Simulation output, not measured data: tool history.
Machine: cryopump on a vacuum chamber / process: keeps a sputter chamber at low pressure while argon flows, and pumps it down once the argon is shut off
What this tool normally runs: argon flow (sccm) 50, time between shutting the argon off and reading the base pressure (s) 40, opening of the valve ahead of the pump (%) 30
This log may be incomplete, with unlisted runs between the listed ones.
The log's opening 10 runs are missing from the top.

run	hour	argon flow (sccm)	time between shutting the argon off and reading the base pressure (s)	opening of the valve ahead of the pump (%)	pressure while argon flows (Pa)	pressure after the wait (uPa)
11	348	78	40	30	0.2718	1.31
12	372.3	50	40	59	0.0928	1.37
13	407.8	50	40	30	0.1763	1.38
14	429.5	50	40	30	0.176	1.41
15	465.7	50	40	30	0.1776	1.38
16	502.5	50	40	30	0.1768	1.33
17	551.3	50	40	30	0.1798	1.45
18	592.8	50	40	30	0.1806	1.46
# hour 614.5: pump warmed up, emptied and cooled again
19	618.7	35	33	30	0.1177	1.47
20	645.2	35	216	44	0.0803	0.76
21	676.7	35	216	44	0.0812	0.76
22	718.5	50	62	32	0.159	1.07
23	752.8	50	62	32	0.1599	1.08
24	788.6	50	27	36	0.143	1.67
25	809.7	50	40	54	0.0966	1.34
26	849.5	50	40	54	0.0974	1.34
27	887.8	50	40	54	0.0986	1.39
28	910.1	43	115	43	0.1049	0.95
29	933.3	48	140	28	0.1788	0.94
30	962.2	71	140	28	0.2631	0.9
31	990	71	140	28	0.2645	0.95
32	1013	73	40	43	0.1826	1.43
33	1040.5	73	40	43	0.1829	1.44
34	1065.6	50	34	41	0.1321	1.59
35	1113.6	50	30	41	0.1325	1.69

Consider 3 possible next runs. They are alternatives, not a sequence: every one starts from the tool as it was left by run 35. What does each give?
A	1164.5	50	30	36	?	?
B	1164.5	25	28	26	?	?
C	1164.5	72	52	29	?	?

run	pressure while argon flows (Pa)	pressure after the wait (uPa)
A	0.1518	1.73
B	0.1031	1.79
C	0.267	1.34
Take away the tool's hidden state, keep each run's random variation, and the runs would have read:
run	pressure while argon flows (Pa)	pressure after the wait (uPa)
A	0.1401	1.09
B	0.0973	1.16
C	0.2503	0.71
